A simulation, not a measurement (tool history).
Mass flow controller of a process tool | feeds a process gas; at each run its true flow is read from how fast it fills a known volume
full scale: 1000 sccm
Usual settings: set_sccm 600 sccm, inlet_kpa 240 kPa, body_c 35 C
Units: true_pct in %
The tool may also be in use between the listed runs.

run 1 day=0 | set_sccm=600 inlet_kpa=240 body_c=35 | true_pct=98.78
run 2 day=18.496 | set_sccm=600 inlet_kpa=240 body_c=35 | true_pct=98.95
run 3 day=29.133 | set_sccm=600 inlet_kpa=240 body_c=35 | true_pct=99.08
run 4 day=45.071 | set_sccm=600 inlet_kpa=240 body_c=35 | true_pct=99.27
run 5 day=56.508 | set_sccm=600 inlet_kpa=188 body_c=35 | true_pct=99.07
run 6 day=75.546 | set_sccm=600 inlet_kpa=188 body_c=35 | true_pct=99.34
run 7 day=85.612 | set_sccm=600 inlet_kpa=188 body_c=35 | true_pct=99.56
run 8 day=106.571 | set_sccm=600 inlet_kpa=188 body_c=35 | true_pct=99.77
run 9 day=121.925 | set_sccm=600 inlet_kpa=279 body_c=35 | true_pct=100.06
run 10 day=141.179 | set_sccm=600 inlet_kpa=279 body_c=35 | true_pct=100.51
-- day=142.938 controller's zero set anew
run 11 day=158.662 | set_sccm=124 inlet_kpa=179 body_c=34 | true_pct=108.43
run 12 day=172.129 | set_sccm=145 inlet_kpa=266 body_c=20 | true_pct=109.04
run 13 day=183.567 | set_sccm=145 inlet_kpa=266 body_c=20 | true_pct=109.5
run 14 day=201.121 | set_sccm=145 inlet_kpa=266 body_c=20 | true_pct=109.89

The next listed run, before its measurement:
run 15 day=221.808 | set_sccm=600 inlet_kpa=274 body_c=32 | true_pct=?

true_pct: 102.38 %
Without the tool's hidden state the same run would have given true_pct 98.54 %.

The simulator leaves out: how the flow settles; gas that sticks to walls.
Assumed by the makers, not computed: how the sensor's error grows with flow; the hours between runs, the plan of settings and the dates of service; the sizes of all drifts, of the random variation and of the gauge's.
